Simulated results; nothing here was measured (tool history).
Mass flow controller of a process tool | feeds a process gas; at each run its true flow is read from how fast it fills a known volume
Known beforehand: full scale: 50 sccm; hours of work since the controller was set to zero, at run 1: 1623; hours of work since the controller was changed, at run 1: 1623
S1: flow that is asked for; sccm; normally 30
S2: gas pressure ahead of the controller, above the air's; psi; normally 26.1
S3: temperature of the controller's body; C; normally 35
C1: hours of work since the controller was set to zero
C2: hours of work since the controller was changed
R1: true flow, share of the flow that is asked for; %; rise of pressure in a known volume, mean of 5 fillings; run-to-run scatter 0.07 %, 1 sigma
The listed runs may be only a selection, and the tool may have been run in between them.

run    hour  S1    S2  S3    C1    C2      R1
  1     0.0  30  26.1  35  1623  1623   99.68
  2   193.2  30  26.1  28  1756  1756   99.64
  3   575.8  30  26.1  28  2020  2020   99.78
  4   920.5  30  26.1  28  2258  2258   99.75
  5  1227.8  19  26.1  28  2469  2469   99.39
  6  1569.1  19  26.1  28  2705  2705   99.43
  7  1799.5  30  26.1  35  2864  2864  100.09
  8  2197.1  30  22.3  23  3138  3138   99.88
  9  2577.6  23  21.9  21  3400  3400   99.64
 10  2936.5  20  34.7  28  3647  3647   99.29
     2967.3  -- controller's zero set anew
 11  3214.5  35  26.1  28   170  3839  100.40
 12  3430.9  36  38.6  30   320  3988   99.77
 13  3696.7  36  38.6  30   503  4171  100.07
 14  3986.4  26  26.1  35   703  4371  100.57

Branching from run 14: 5 alternative next runs. What would each branch give?
  A  4350.1  22  20.6  35  953  4622   ?
  B  4350.1  12  37.9  21  953  4622   ?
  C  4350.1   5  26.1  35  953  4622   ?
  D  4350.1  26  26.1  25  953  4622   ?
  E  4350.1  21  26.1  35  953  4622   ?

run      R1
  A  100.90
  B  100.02
  C  104.05
  D  100.28
  E  100.68
Without the tool's unlogged condition, the same runs would have read:
run     R1
  A  99.21
  B  97.30
  C  98.15
  D  98.78
  E  98.93

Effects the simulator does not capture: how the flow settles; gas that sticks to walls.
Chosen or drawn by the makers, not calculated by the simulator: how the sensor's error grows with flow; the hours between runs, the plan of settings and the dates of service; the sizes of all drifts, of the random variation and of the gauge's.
